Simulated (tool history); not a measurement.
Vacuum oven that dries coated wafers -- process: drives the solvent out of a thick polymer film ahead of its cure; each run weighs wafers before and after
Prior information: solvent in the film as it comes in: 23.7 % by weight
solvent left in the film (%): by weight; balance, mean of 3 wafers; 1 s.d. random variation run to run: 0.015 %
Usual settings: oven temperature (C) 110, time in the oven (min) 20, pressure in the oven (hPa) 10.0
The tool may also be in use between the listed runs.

run	hour	oven temperature (C)	time in the oven (min)	pressure in the oven (hPa)	solvent left in the film (%)
1	0.0	110	20	10.0	4.84
2	9.5	110	20	10.0	4.86
3	22.1	110	20	10.0	4.84
4	33.3	110	20	10.0	4.86
5	49.4	110	20	10.0	4.87
6	61.2	110	20	15.6	5.19
7	72.0	110	24	10.0	3.81
8	84.0	110	24	10.0	3.79
9	95.9	110	24	10.0	3.78
10	106.6	110	20	10.0	4.84
11	115.9	104	17	8.5	7.34
12	128.7	116	36	8.9	1.22
13	146.1	110	20	37.6	6.46

Predict the results of run 14:
14	156.3	110	20	38.4	?

Run 14 came out at solvent left in the film (%) 6.54.
Without the tool's hidden state the same run would have given solvent left in the film (%) 6.31.
